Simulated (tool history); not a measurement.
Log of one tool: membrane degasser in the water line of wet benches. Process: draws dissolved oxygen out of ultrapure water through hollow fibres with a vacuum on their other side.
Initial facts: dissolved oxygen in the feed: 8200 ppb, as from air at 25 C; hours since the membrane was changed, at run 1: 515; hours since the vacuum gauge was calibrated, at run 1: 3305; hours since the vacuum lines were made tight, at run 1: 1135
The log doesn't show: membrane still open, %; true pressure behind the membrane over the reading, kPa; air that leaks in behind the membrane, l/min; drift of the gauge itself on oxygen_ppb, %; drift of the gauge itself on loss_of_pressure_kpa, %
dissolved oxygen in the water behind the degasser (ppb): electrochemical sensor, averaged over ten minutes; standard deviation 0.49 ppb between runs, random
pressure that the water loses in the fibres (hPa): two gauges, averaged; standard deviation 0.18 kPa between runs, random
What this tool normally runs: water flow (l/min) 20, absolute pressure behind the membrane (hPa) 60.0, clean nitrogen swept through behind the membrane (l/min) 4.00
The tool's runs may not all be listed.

run    hour  water flow (l/min)  absolute pressure behind the membrane (hPa)  clean nitrogen swept through behind the membrane (l/min)  hours since the membrane was changed  hours since the vacuum gauge was calibrated  hours since the vacuum lines were made tight  dissolved oxygen in the water behind the degasser (ppb)  pressure that the water loses in the fibres (hPa)
  1     0.0                  20                                         60.0                                                      4.00                                   515                                         3305                                          1135                                                     38.3                                              355.5
  2   104.9                  20                                         60.0                                                      4.00                                   619                                         3409                                          1240                                                     39.5                                              356.6
  3   314.2                  23                                         60.0                                                      4.00                                   829                                         3619                                          1450                                                     48.8                                              412.3
  4   458.5                  23                                         60.0                                                      4.00                                   973                                         3763                                          1594                                                     48.4                                              409.9
  5   555.6                  23                                         60.0                                                      4.00                                  1070                                         3860                                          1691                                                     48.1                                              410.0
  6   739.4                  23                                         60.0                                                      4.00                                  1254                                         4044                                          1875                                                     48.5                                              409.3
  7   964.5                  23                                         60.0                                                      4.00                                  1479                                         4269                                          2100                                                     49.2                                              410.4
  8  1091.7                  23                                         60.0                                                      4.00                                  1606                                         4396                                          2227                                                     48.9                                              409.4
  9  1321.1                  23                                         60.0                                                      4.00                                  1836                                         4626                                          2457                                                     48.3                                              412.2
 10  1475.7                  20                                         60.0                                                      4.00                                  1990                                         4780                                          2611                                                     39.0                                              356.5
 11  1625.9                  20                                         60.0                                                      4.00                                  2141                                         4930                                          2761                                                     38.3                                              357.6
 12  1814.3                  20                                         60.0                                                      4.00                                  2329                                         5119                                          2950                                                     39.2                                              353.9
 13  1978.3                  20                                         60.0                                                      4.00                                  2493                                         5283                                          3114                                                     39.1                                              356.7
 14  2184.2                  20                                         60.0                                                      4.00                                  2699                                         5489                                          3320                                                     39.2                                              356.9
 15  2302.5                  20                                         60.0                                                      4.00                                  2817                                         5607                                          3438                                                     39.9                                              353.9
 16  2531.3                  20                                         60.0                                                      4.00                                  3046                                         5836                                          3667                                                     37.7                                              357.4
 17  2692.3                  20                                         60.0                                                      4.00                                  3207                                         5997                                          3828                                                     39.4                                              361.2
 18  2806.6                  20                                         60.0                                                      4.00                                  3321                                         6111                                          3942                                                     39.3                                              357.7
 19  2973.5                  25                                         60.0                                                      4.00                                  3488                                         6278                                          4109                                                     56.7                                              443.6
 20  3159.8                  25                                         60.0                                                      4.00                                  3674                                         6464                                          4295                                                     56.1                                              440.1
 21  3314.1                  25                                         60.0                                                      4.00                                  3829                                         6619                                          4449                                                     57.4                                              443.7
     3387.2  -- vacuum gauge calibrated
 22  3536.2                  24                                         60.0                                                      4.00                                  4050                                          149                                          4671                                                     51.9                                              427.8
 23  3748.6                  24                                         60.0                                                      4.00                                  4263                                          361                                          4883                                                     53.3                                              426.8
 24  3857.0                  16                                         60.0                                                      2.35                                  4371                                          470                                          4992                                                     47.7                                              286.3
     3983.1  -- seals of the vacuum lines changed
 25  3985.6                  20                                         67.2                                                      3.09                                  4498                                          596                                             2                                                     59.6                                              357.6
 26  4168.4                  20                                         67.2                                                      3.09                                  4681                                          779                                           185                                                     59.5                                              357.5
 27  4302.7                  20                                         67.2                                                      3.09                                  4815                                          914                                           320                                                     60.2                                              360.0
 28  4399.5                  15                                         78.3                                                      3.08                                  4912                                         1010                                           416                                                     56.1                                              267.9
 29  4552.3                  15                                         78.3                                                      3.08                                  5064                                         1163                                           569                                                     56.0                                              265.7
 30  4671.7                  22                                         43.7                                                      7.97                                  5184                                         1282                                           689                                                     16.2                                              392.5
 31  4851.5                  22                                         43.7                                                      7.97                                  5364                                         1462                                           868                                                     16.3                                              393.7
 32  4993.0                  23                                         68.4                                                      7.33                                  5505                                         1604                                          1010                                                     37.6                                              407.3
 33  5146.1                  23                                         68.4                                                      7.33                                  5658                                         1757                                          1163                                                     37.3                                              407.6

3 ways to go on from here, each from the tool as it stands after run 33. What would each give?
  A  5255.3                  23                                         58.1                                                      3.39                                  5767                                         1866                                          1272                                                        ?                                                  ?
  B  5255.3                  24                                         99.2                                                      3.27                                  5767                                         1866                                          1272                                                        ?                                                  ?
  C  5255.3                  21                                         79.6                                                      4.00                                  5767                                         1866                                          1272                                                        ?                                                  ?

run  dissolved oxygen in the water behind the degasser (ppb)  pressure that the water loses in the fibres (hPa)
  A                                                     52.0                                              411.7
  B                                                    128.0                                              430.0
  C                                                     66.5                                              376.1
With the hidden condition removed and each run's random variation left untouched, the same runs would have given:
run  dissolved oxygen in the water behind the degasser (ppb)  pressure that the water loses in the fibres (hPa)
  A                                                     51.9                                              411.0
  B                                                    127.9                                              429.3
  C                                                     66.4                                              375.5

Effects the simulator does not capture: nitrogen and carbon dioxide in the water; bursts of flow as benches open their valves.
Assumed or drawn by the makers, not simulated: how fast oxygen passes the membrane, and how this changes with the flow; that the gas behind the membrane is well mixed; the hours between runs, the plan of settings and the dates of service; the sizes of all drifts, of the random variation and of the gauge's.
